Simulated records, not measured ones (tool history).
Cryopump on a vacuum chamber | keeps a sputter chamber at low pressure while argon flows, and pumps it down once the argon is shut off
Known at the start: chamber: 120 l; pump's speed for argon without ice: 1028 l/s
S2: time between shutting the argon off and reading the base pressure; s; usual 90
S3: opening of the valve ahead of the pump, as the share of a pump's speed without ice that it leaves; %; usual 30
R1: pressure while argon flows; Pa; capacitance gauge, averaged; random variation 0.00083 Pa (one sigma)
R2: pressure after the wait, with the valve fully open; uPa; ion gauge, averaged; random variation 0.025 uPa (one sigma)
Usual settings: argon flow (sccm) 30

{"run": 1, "day": 0.0, "argon flow (sccm)": 30, "S2": 90, "S3": 30, "R1": 0.1681, "R2": 1.6}
{"run": 2, "day": 2.358, "argon flow (sccm)": 52, "S2": 90, "S3": 30, "R1": 0.2955, "R2": 1.63}
{"run": 3, "day": 4.204, "argon flow (sccm)": 52, "S2": 90, "S3": 30, "R1": 0.2944, "R2": 1.69}
{"run": 4, "day": 6.129, "argon flow (sccm)": 52, "S2": 90, "S3": 30, "R1": 0.2976, "R2": 1.7}
{"run": 5, "day": 8.479, "argon flow (sccm)": 52, "S2": 90, "S3": 30, "R1": 0.299, "R2": 1.7}
{"run": 6, "day": 10.108, "argon flow (sccm)": 54, "S2": 90, "S3": 30, "R1": 0.3099, "R2": 1.67}
{"run": 7, "day": 12.617, "argon flow (sccm)": 54, "S2": 90, "S3": 30, "R1": 0.3117, "R2": 1.66}
{"run": 8, "day": 15.125, "argon flow (sccm)": 54, "S2": 90, "S3": 30, "R1": 0.311, "R2": 1.74}
{"run": 9, "day": 16.754, "argon flow (sccm)": 23, "S2": 248, "S3": 24, "R1": 0.163, "R2": 1.25}
{"run": 10, "day": 18.833, "argon flow (sccm)": 16, "S2": 42, "S3": 20, "R1": 0.1375, "R2": 2.63}
{"run": 11, "day": 19.958, "argon flow (sccm)": 16, "S2": 42, "S3": 20, "R1": 0.1365, "R2": 2.59}
{"run": 12, "day": 21.846, "argon flow (sccm)": 16, "S2": 54, "S3": 36, "R1": 0.0784, "R2": 2.26}

Forecast run 13:
{"run": 13, "day": 23.396, "argon flow (sccm)": 16, "S2": 54, "S3": 36, "R1": "?", "R2": "?"}

R1: 0.0786 Pa
R2: 2.23 uPa
Without the tool's hidden state the same run would have given R1 0.0725 Pa, R2 1.47 uPa.
